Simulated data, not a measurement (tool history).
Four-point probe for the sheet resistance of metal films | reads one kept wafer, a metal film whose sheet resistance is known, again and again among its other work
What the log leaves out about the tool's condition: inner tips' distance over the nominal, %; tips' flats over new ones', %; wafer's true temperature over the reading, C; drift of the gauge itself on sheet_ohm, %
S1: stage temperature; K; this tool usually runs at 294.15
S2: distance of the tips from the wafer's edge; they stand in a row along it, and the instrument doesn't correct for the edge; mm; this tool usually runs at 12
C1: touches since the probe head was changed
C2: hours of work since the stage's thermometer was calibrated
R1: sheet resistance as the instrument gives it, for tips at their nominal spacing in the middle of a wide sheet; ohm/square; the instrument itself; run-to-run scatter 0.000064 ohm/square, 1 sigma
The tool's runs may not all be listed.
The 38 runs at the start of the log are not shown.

run	hour	S1	S2	C1	C2	R1
39	1243.6	299.15	51	61346	437	0.318887
40	1268.1	301.15	25	61878	457	0.318933
41	1289.5	297.15	29	62343	474	0.318713
42	1310.6	297.15	29	62802	491	0.318739
43	1340.1	303.15	18	63443	514	0.31902
44	1377.3	301.15	4	64254	544	0.321466
45	1401.7	301.15	4	64785	563	0.321506
46	1439.4	301.15	4	65604	593	0.321356

3 options for the next run, each taken on its own from the tool as it stands now. Forecast them:
A	1472.3	296.15	6	66320	619	?
B	1472.3	307.15	12	66320	619	?
C	1472.3	294.15	13	66320	619	?

run	R1
A	0.319595
B	0.319367
C	0.318578
Take away the tool's hidden state, keep each run's random variation, and the runs would have read:
run	R1
A	0.32144
B	0.321198
C	0.320419

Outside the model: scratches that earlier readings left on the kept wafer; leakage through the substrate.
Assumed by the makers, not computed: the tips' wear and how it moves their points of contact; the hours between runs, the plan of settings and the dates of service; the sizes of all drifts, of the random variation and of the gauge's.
